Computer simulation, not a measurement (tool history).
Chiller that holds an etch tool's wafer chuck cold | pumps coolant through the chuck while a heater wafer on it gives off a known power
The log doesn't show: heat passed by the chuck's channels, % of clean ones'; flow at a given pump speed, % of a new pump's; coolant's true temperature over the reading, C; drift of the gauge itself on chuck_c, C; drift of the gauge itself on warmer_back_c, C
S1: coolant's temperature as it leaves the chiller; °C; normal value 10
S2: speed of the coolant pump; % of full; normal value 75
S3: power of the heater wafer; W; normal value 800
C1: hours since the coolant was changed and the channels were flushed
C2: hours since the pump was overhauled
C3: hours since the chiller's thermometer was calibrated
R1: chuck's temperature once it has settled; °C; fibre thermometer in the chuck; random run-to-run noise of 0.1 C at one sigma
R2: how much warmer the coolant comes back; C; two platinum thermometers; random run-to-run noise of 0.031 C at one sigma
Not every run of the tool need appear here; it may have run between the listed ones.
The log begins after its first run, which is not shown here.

run 2 hour=49.6 | S1=10 S2=75 S3=800 | C1=1307 C2=2197 C3=781 | R1=16.5 R2=3.12
run 3 hour=95.3 | S1=10 S2=75 S3=800 | C1=1353 C2=2242 C3=827 | R1=16.5 R2=3.13
run 4 hour=158.6 | S1=8 S2=75 S3=800 | C1=1416 C2=2306 C3=890 | R1=14.5 R2=3.11
run 5 hour=225 | S1=8 S2=75 S3=800 | C1=1483 C2=2372 C3=957 | R1=14.5 R2=3.11
run 6 hour=261.5 | S1=10 S2=75 S3=1079 | C1=1519 C2=2408 C3=993 | R1=18.8 R2=4.22
run 7 hour=320.2 | S1=10 S2=75 S3=800 | C1=1578 C2=2467 C3=1052 | R1=16.6 R2=3.11
run 8 hour=371 | S1=10 S2=75 S3=800 | C1=1629 C2=2518 C3=1103 | R1=16.6 R2=3.13
run 9 hour=442.1 | S1=10 S2=75 S3=800 | C1=1700 C2=2589 C3=1174 | R1=16.7 R2=3.14
run 10 hour=498.2 | S1=10 S2=75 S3=808 | C1=1756 C2=2645 C3=1230 | R1=16.7 R2=3.16
run 11 hour=566.8 | S1=10 S2=69 S3=800 | C1=1825 C2=2714 C3=1298 | R1=17.2 R2=3.44
run 12 hour=609.2 | S1=10 S2=90 S3=800 | C1=1867 C2=2756 C3=1341 | R1=15.6 R2=2.56
run 13 hour=661.5 | S1=10 S2=67 S3=800 | C1=1919 C2=2809 C3=1393 | R1=17.3 R2=3.61
run 14 hour=703.3 | S1=9 S2=75 S3=800 | C1=1961 C2=2850 C3=1435 | R1=15.6 R2=3.12
run 15 hour=742.9 | S1=9 S2=75 S3=800 | C1=2001 C2=2890 C3=1474 | R1=15.7 R2=3.13
run 16 hour=799.8 | S1=9 S2=75 S3=800 | C1=2058 C2=2947 C3=1531 | R1=15.7 R2=3.14
run 17 hour=833 | S1=6 S2=75 S3=800 | C1=2091 C2=2980 C3=1564 | R1=12.7 R2=3.25
run 18 hour=894.6 | S1=6 S2=71 S3=609 | C1=2152 C2=3042 C3=1626 | R1=11.2 R2=2.55
run 19 hour=966.3 | S1=4 S2=90 S3=592 | C1=2224 C2=3113 C3=1698 | R1=7.9 R2=1.91
run 20 hour=1005.8 | S1=15 S2=75 S3=792 | C1=2264 C2=3153 C3=1737 | R1=21.5 R2=3.18

Predict the results of run 21:
run 21 hour=1070.7 | S1=15 S2=75 S3=792 | C1=2329 C2=3218 C3=1802 | R1=? R2=?

{"run 21": {"R1": 21.7, "R2": 3.13}}
On a tool with no hidden condition, and with the same random variation, this run would have come out at R1 21.2 °C, R2 2.9 C.

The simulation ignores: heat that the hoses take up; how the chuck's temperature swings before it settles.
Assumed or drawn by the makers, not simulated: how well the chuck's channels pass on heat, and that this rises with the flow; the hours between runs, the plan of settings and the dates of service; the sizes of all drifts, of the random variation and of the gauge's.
